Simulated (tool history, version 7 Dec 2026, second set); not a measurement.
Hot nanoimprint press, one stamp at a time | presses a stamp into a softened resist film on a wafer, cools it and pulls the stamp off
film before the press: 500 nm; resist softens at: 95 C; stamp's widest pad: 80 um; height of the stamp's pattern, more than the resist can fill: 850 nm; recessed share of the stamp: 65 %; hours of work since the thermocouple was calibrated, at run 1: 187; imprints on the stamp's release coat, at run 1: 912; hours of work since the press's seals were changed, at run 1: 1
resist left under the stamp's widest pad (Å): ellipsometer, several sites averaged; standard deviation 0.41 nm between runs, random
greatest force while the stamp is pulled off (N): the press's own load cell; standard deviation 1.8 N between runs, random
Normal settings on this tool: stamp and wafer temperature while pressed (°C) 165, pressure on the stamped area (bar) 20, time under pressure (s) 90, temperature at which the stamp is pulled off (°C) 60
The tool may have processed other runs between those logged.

| run | hour | stamp and wafer temperature while pressed (°C) | pressure on the stamped area (bar) | time under pressure (s) | temperature at which the stamp is pulled off (°C) | hours of work since the thermocouple was calibrated | imprints on the stamp's release coat | hours of work since the press's seals were changed | resist left under the stamp's widest pad (Å) | greatest force while the stamp is pulled off (N) |
|---|---|---|---|---|---|---|---|---|---|---|
| 1 | 0 | 165 | 20 | 90 | 60 | 187 | 912 | 1 | 2554 | 139 |
| 2 | 27.7 | 165 | 13.1 | 90 | 60 | 202 | 1024 | 17 | 2966 | 142 |
| 3 | 45.4 | 165 | 13.1 | 90 | 60 | 212 | 1095 | 27 | 2966 | 137 |
| 4 | 66.6 | 154 | 20 | 90 | 60 | 224 | 1181 | 39 | 3583 | 143 |
|  | 88.5 | stamp cleaned and given a new release coat |
| 5 | 103.2 | 154 | 20 | 90 | 60 | 242 | 60 | 56 | 3586 | 142 |
| 6 | 131.2 | 154 | 20 | 90 | 60 | 257 | 173 | 72 | 3582 | 138 |
| 7 | 165 | 154 | 20 | 90 | 60 | 277 | 310 | 91 | 3581 | 145 |
| 8 | 187.3 | 154 | 20 | 90 | 60 | 289 | 400 | 104 | 3583 | 143 |
| 9 | 222.5 | 154 | 20 | 90 | 60 | 309 | 542 | 123 | 3590 | 142 |
| 10 | 251.7 | 154 | 20 | 90 | 60 | 326 | 661 | 140 | 3583 | 140 |
| 11 | 275.2 | 154 | 20 | 90 | 60 | 339 | 756 | 153 | 3582 | 143 |
|  | 302.7 | plate thermocouple calibrated |
| 12 | 318.7 | 154 | 20 | 90 | 60 | 9 | 920 | 176 | 3591 | 140 |
| 13 | 343.5 | 154 | 20 | 90 | 60 | 23 | 1020 | 190 | 3593 | 144 |
| 14 | 380.4 | 165 | 20 | 90 | 51 | 44 | 1169 | 211 | 2573 | 156 |
|  | 403.1 | stamp cleaned and given a new release coat |
| 15 | 414 | 165 | 20 | 90 | 50 | 60 | 44 | 227 | 2568 | 161 |
| 16 | 435.3 | 165 | 20 | 90 | 50 | 72 | 130 | 239 | 2570 | 160 |
| 17 | 477.5 | 173 | 13.6 | 49 | 60 | 96 | 301 | 263 | 2886 | 139 |
| 18 | 496.8 | 171 | 28.3 | 54 | 49 | 107 | 379 | 274 | 2249 | 161 |
| 19 | 517.6 | 171 | 28.3 | 54 | 49 | 118 | 463 | 286 | 2250 | 160 |
| 20 | 546.9 | 177 | 19.5 | 90 | 58 | 135 | 582 | 302 | 1749 | 147 |
| 21 | 564.1 | 165 | 16.3 | 90 | 64 | 145 | 652 | 312 | 2776 | 133 |

Forecast run 22:
| 22 | 596.4 | 157 | 19.5 | 90 | 62 | 163 | 782 | 330 | ? | ? |

{"run 22": {"resist left under the stamp's widest pad (Å)": 3325, "greatest force while the stamp is pulled off (N)": 138}}
Without the tool's hidden state the same run would have given resist left under the stamp's widest pad (Å) 3304, greatest force while the stamp is pulled off (N) 138.
